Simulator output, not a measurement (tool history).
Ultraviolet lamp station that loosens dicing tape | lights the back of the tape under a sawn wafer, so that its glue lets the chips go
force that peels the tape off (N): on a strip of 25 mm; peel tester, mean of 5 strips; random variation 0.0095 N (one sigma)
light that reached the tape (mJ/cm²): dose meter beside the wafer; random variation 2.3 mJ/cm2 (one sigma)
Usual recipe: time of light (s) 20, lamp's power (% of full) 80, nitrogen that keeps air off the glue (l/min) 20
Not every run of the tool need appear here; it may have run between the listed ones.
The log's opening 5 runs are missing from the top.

run,day,time of light (s),lamp's power (% of full),nitrogen that keeps air off the glue (l/min),hours of work of the lamp,hours of work since the window was cleaned,force that peels the tape off (N),light that reached the tape (mJ/cm²)
6,14.725,20,80,20,727,446,0.745,176
7,16.933,20,80,14,764,483,0.977,165
8,19.938,20,80,14,814,533,1.025,169
# day 22.654: window cleaned of glue's vapour
9,23.162,20,80,14,868,9,1.227,148
10,25.100,20,80,14,901,41,1.274,146
# day 25.717: lamp changed
11,27.542,29,80,20,31,82,0.287,269
12,29.529,20,80,6,64,115,1.421,188
13,32.988,20,69,20,122,173,0.920,155
14,36.238,20,69,20,177,228,0.951,151
15,39.242,20,69,20,228,279,0.984,145
# day 40.908: window cleaned of glue's vapour, once more
16,41.833,20,80,20,271,16,0.479,215
17,44.258,18,80,20,312,56,0.617,194
18,46.329,18,80,20,347,91,0.611,188
19,49.233,18,80,20,396,140,0.651,182
20,52.350,18,80,20,448,193,0.702,181
21,55.308,20,80,30,498,243,0.448,189
22,58.792,20,80,30,557,301,0.494,187
23,60.704,24,80,36,589,334,0.308,223
24,62.771,24,80,36,624,368,0.319,217
25,64.371,24,80,36,651,395,0.304,212

Predict the results of run 26:
26,67.046,12,80,22,696,440,?,?

{"run 26": {"force that peels the tape off (N)": 1.537, "light that reached the tape (mJ/cm²)": 106}}
With no hidden state in the tool, this same run would have given force that peels the tape off (N) 1.009, light that reached the tape (mJ/cm²) 141.
